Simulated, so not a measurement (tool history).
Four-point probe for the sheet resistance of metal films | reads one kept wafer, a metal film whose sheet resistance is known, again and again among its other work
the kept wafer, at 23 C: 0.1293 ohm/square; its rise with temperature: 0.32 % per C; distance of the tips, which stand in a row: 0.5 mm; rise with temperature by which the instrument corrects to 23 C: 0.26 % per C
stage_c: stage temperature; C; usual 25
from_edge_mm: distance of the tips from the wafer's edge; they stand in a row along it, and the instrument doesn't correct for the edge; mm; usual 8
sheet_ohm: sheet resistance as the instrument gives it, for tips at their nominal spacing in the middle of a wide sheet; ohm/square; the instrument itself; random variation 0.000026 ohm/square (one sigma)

run,hour,stage_c,from_edge_mm,sheet_ohm
1,0.0,25,8,0.129805
2,77.6,31,8,0.130200
3,139.0,31,8,0.130197
4,218.8,31,8,0.130164
5,302.0,25,8,0.129656
6,365.4,25,8,0.129647
7,428.2,25,8,0.129601
# hour 488.0: stage's thermometer calibrated
8,497.7,25,6,0.129725
9,596.2,25,6,0.129677
10,667.4,25,8,0.129452
11,749.7,25,4,0.130251
12,822.0,25,4,0.130191
# hour 881.2: stage's thermometer calibrated, once more
13,897.2,25,4,0.130435
14,944.6,25,4,0.130428
15,1010.0,20,5,0.129556
16,1087.9,27,13,0.129521
17,1176.8,27,13,0.129450
18,1256.1,20,51,0.128737
19,1323.4,33,64,0.129830
20,1374.8,33,64,0.129795
# hour 1401.3: new probe head fitted
21,1433.7,33,64,0.129445
22,1519.3,21,16,0.128594
23,1584.7,30,8,0.129501
24,1649.8,24,5,0.129403
25,1735.0,24,5,0.129362
26,1785.8,19,59,0.128270

4 ways to go on from here, each from the tool as it stands after run 26. What would each give?
A,1843.4,34,7,?
B,1843.4,34,59,?
C,1843.4,26,66,?
D,1843.4,28,15,?

run,sheet_ohm
A,0.129757
B,0.129349
C,0.128761
D,0.129030
Without the tool's hidden state the same runs would have given:
run,sheet_ohm
A,0.130511
B,0.130100
C,0.129511
D,0.129782

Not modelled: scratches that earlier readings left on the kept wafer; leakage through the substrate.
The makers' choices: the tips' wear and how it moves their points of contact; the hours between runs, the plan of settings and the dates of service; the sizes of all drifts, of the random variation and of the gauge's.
